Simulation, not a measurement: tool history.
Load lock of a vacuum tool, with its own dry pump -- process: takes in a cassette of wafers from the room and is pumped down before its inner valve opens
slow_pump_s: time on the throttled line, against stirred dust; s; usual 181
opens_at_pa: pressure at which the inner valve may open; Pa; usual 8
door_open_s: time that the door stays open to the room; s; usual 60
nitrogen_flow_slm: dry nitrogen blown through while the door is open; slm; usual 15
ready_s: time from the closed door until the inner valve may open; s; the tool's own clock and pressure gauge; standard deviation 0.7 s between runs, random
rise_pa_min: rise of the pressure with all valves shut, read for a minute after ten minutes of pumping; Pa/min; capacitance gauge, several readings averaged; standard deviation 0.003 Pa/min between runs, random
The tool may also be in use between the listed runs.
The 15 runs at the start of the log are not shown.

| run | hour | slow_pump_s | opens_at_pa | door_open_s | nitrogen_flow_slm | hours that the pump has run since its overhaul | times that the door has closed on its seal | incoming humidity of the room's air, % | ready_s | rise_pa_min |
|---|---|---|---|---|---|---|---|---|---|---|
| 16 | 1603.8 | 181 | 8 | 65 | 10 | 4318 | 12974 | 46.3 | 262.7 | 0.054 |
| 17 | 1730.2 | 181 | 8 | 65 | 10 | 4444 | 13463 | 44.5 | 263.7 | 0.049 |
| 18 | 1818.4 | 181 | 8 | 65 | 10 | 4532 | 13804 | 47.3 | 264.0 | 0.052 |
| 19 | 1900.1 | 181 | 8 | 65 | 10 | 4614 | 14121 | 45.0 | 264.4 | 0.045 |
| 20 | 2028.9 | 127 | 8 | 83 | 15 | 4743 | 14619 | 45.9 | 216.0 | 0.058 |
| 21 | 2117.6 | 127 | 8 | 83 | 15 | 4831 | 14963 | 42.8 | 218.2 | 0.051 |
| 22 | 2252.6 | 238 | 7 | 141 | 6 | 4966 | 15485 | 45.9 | 316.5 | 0.073 |
| 23 | 2397.2 | 181 | 8 | 43 | 15 | 5111 | 16045 | 45.1 | 265.1 | 0.046 |
| 24 | 2524.1 | 94 | 9 | 37 | 20 | 5238 | 16536 | 43.0 | 187.5 | 0.044 |
| 25 | 2631.8 | 181 | 8 | 223 | 19 | 5346 | 16953 | 43.0 | 265.5 | 0.070 |
| 26 | 2745.0 | 307 | 8 | 25 | 28 | 5459 | 17391 | 45.4 | 375.8 | 0.036 |
| 27 | 2858.6 | 307 | 8 | 25 | 28 | 5572 | 17831 | 45.9 | 374.4 | 0.043 |
| 28 | 2971.9 | 307 | 8 | 25 | 28 | 5686 | 18270 | 45.5 | 374.8 | 0.046 |
| 29 | 3065.3 | 178 | 13 | 36 | 9 | 5779 | 18631 | 47.0 | 257.1 | 0.058 |
| 30 | 3208.8 | 254 | 8 | 170 | 15 | 5923 | 19186 | 45.4 | 329.6 | 0.079 |
| 31 | 3277.3 | 143 | 10 | 170 | 15 | 5991 | 19452 | 47.5 | 228.7 | 0.080 |
| 32 | 3413.9 | 181 | 8 | 60 | 17 | 6128 | 19981 | 42.9 | 266.3 | 0.060 |
| 33 | 3518.0 | 214 | 6 | 47 | 11 | 6232 | 20383 | 43.4 | 297.7 | 0.056 |
| 34 | 3648.3 | 112 | 8 | 29 | 15 | 6362 | 20888 | 49.2 | 205.6 | 0.051 |
| 35 | 3713.0 | 175 | 16 | 196 | 6 | 6427 | 21138 | 45.8 | 250.9 | 0.094 |
| 36 | 3809.1 | 175 | 16 | 196 | 6 | 6523 | 21510 | 46.6 | 251.9 | 0.102 |
| 37 | 3898.6 | 175 | 16 | 196 | 6 | 6612 | 21857 | 44.3 | 252.2 | 0.091 |

Branching from run 37: 4 alternative next runs. What would each branch give?
| A | 4027.0 | 181 | 6 | 60 | 15 | 6741 | 22354 | 47.1 | ? | ? |
| B | 4027.0 | 181 | 14 | 60 | 15 | 6741 | 22354 | 43.9 | ? | ? |
| C | 4027.0 | 210 | 16 | 196 | 5 | 6741 | 22354 | 46.9 | ? | ? |
| D | 4027.0 | 175 | 16 | 55 | 28 | 6741 | 22354 | 44.0 | ? | ? |

| run | ready_s | rise_pa_min |
|---|---|---|
| A | 270.1 | 0.069 |
| B | 258.5 | 0.066 |
| C | 283.8 | 0.096 |
| D | 252.7 | 0.060 |
Without the tool's unlogged condition, the same runs would have read:
| run | ready_s | rise_pa_min |
|---|---|---|
| A | 265.5 | 0.033 |
| B | 254.4 | 0.030 |
| C | 279.9 | 0.060 |
| D | 248.7 | 0.024 |

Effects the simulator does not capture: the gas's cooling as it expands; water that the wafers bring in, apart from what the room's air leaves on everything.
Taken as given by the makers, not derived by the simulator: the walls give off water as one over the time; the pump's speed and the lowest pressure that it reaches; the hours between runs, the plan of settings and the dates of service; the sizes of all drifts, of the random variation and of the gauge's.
